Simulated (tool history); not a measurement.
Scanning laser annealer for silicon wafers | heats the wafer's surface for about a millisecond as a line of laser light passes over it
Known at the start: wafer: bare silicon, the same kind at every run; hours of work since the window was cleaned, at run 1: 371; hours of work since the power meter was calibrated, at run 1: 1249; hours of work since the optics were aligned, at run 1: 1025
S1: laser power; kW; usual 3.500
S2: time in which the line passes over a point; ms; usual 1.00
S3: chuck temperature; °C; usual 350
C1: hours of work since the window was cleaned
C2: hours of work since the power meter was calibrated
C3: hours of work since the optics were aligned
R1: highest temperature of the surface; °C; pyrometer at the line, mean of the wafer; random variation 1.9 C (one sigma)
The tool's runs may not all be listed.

run 1 hour=0.0 | S1=3.500 S2=1.00 S3=350 | C1=371 C2=1249 C3=1025 | R1=1064
run 2 hour=69.3 | S1=3.500 S2=1.00 S3=350 | C1=424 C2=1302 C3=1078 | R1=1060
run 3 hour=110.8 | S1=3.500 S2=1.18 S3=350 | C1=455 C2=1334 C3=1110 | R1=1119
run 4 hour=166.4 | S1=3.500 S2=1.00 S3=350 | C1=498 C2=1377 C3=1153 | R1=1061
-- hour=200.8 window over the wafer cleaned
run 5 hour=201.8 | S1=3.500 S2=1.00 S3=350 | C1=1 C2=1402 C3=1178 | R1=1069
run 6 hour=259.8 | S1=3.500 S2=1.00 S3=350 | C1=45 C2=1447 C3=1223 | R1=1071
run 7 hour=293.5 | S1=3.500 S2=1.00 S3=350 | C1=71 C2=1473 C3=1249 | R1=1068
run 8 hour=361.9 | S1=3.500 S2=1.00 S3=350 | C1=124 C2=1525 C3=1301 | R1=1072
run 9 hour=430.4 | S1=3.500 S2=1.00 S3=350 | C1=176 C2=1578 C3=1354 | R1=1066
run 10 hour=473.7 | S1=3.500 S2=1.00 S3=350 | C1=209 C2=1611 C3=1387 | R1=1066
run 11 hour=516.1 | S1=3.500 S2=1.00 S3=350 | C1=242 C2=1643 C3=1419 | R1=1064
run 12 hour=567.2 | S1=3.500 S2=1.00 S3=350 | C1=281 C2=1683 C3=1459 | R1=1063
run 13 hour=609.5 | S1=3.500 S2=1.00 S3=350 | C1=314 C2=1715 C3=1491 | R1=1061
run 14 hour=646.8 | S1=3.500 S2=1.00 S3=350 | C1=342 C2=1744 C3=1520 | R1=1058
run 15 hour=705.4 | S1=3.500 S2=1.02 S3=350 | C1=387 C2=1789 C3=1565 | R1=1065
run 16 hour=779.0 | S1=3.500 S2=1.00 S3=350 | C1=444 C2=1845 C3=1621 | R1=1058
run 17 hour=825.8 | S1=3.500 S2=1.00 S3=350 | C1=479 C2=1881 C3=1657 | R1=1056
-- hour=885.2 window over the wafer cleaned
run 18 hour=896.7 | S1=3.500 S2=1.00 S3=350 | C1=9 C2=1934 C3=1710 | R1=1065
run 19 hour=946.2 | S1=3.500 S2=1.00 S3=350 | C1=47 C2=1972 C3=1748 | R1=1063
run 20 hour=1009.1 | S1=3.500 S2=1.00 S3=350 | C1=95 C2=2020 C3=1796 | R1=1062
-- hour=1044.2 optics aligned, line set to its width
run 21 hour=1046.4 | S1=3.500 S2=1.00 S3=350 | C1=120 C2=2045 C3=2 | R1=1075
run 22 hour=1102.4 | S1=3.500 S2=0.73 S3=370 | C1=163 C2=2088 C3=45 | R1=998
run 23 hour=1141.6 | S1=3.500 S2=0.73 S3=370 | C1=193 C2=2118 C3=75 | R1=995
run 24 hour=1199.4 | S1=3.500 S2=0.73 S3=370 | C1=237 C2=2162 C3=119 | R1=994
run 25 hour=1269.5 | S1=3.291 S2=0.70 S3=350 | C1=291 C2=2216 C3=173 | R1=920
run 26 hour=1328.7 | S1=3.500 S2=0.88 S3=350 | C1=336 C2=2261 C3=218 | R1=1025
run 27 hour=1379.1 | S1=3.500 S2=0.88 S3=350 | C1=375 C2=2300 C3=257 | R1=1025
run 28 hour=1429.0 | S1=3.291 S2=0.88 S3=341 | C1=413 C2=2338 C3=295 | R1=972
run 29 hour=1463.0 | S1=3.291 S2=0.88 S3=341 | C1=439 C2=2364 C3=321 | R1=974
run 30 hour=1495.6 | S1=3.100 S2=1.00 S3=350 | C1=464 C2=2389 C3=346 | R1=979
run 31 hour=1554.4 | S1=3.100 S2=1.00 S3=350 | C1=510 C2=2435 C3=391 | R1=980
-- hour=1573.0 window over the wafer cleaned
run 32 hour=1589.4 | S1=2.991 S2=0.96 S3=373 | C1=13 C2=2460 C3=417 | R1=977
run 33 hour=1661.9 | S1=2.991 S2=0.96 S3=388 | C1=68 C2=2516 C3=472 | R1=987
run 34 hour=1698.8 | S1=2.991 S2=0.96 S3=388 | C1=96 C2=2544 C3=501 | R1=988
run 35 hour=1766.7 | S1=3.783 S2=0.96 S3=329 | C1=149 C2=2596 C3=553 | R1=1089
run 36 hour=1815.8 | S1=3.783 S2=0.96 S3=329 | C1=186 C2=2634 C3=590 | R1=1091
run 37 hour=1885.7 | S1=3.783 S2=0.96 S3=329 | C1=240 C2=2687 C3=644 | R1=1088
run 38 hour=1924.1 | S1=3.675 S2=1.21 S3=362 | C1=269 C2=2717 C3=673 | R1=1180
run 39 hour=1956.0 | S1=3.500 S2=1.20 S3=348 | C1=294 C2=2741 C3=698 | R1=1121
run 40 hour=2001.6 | S1=3.225 S2=1.03 S3=341 | C1=329 C2=2776 C3=733 | R1=1002

Forecast each of these 5 alternatives for the next run:
run A hour=2044.6 | S1=3.500 S2=0.97 S3=350 | C1=362 C2=2809 C3=766 | R1=?
run B hour=2044.6 | S1=3.070 S2=0.96 S3=370 | C1=362 C2=2809 C3=766 | R1=?
run C hour=2044.6 | S1=3.225 S2=0.80 S3=341 | C1=362 C2=2809 C3=766 | R1=?
run D hour=2044.6 | S1=3.142 S2=1.06 S3=350 | C1=362 C2=2809 C3=766 | R1=?
run E hour=2044.6 | S1=3.500 S2=1.15 S3=350 | C1=362 C2=2809 C3=766 | R1=?

run=A R1=1050
run=B R1=979
run=C R1=932
run=D R1=1004
run=E R1=1104
Without the tool's hidden state the same runs would have given:
run=A R1=1075
run=B R1=1001
run=C R1=954
run=D R1=1027
run=E R1=1131
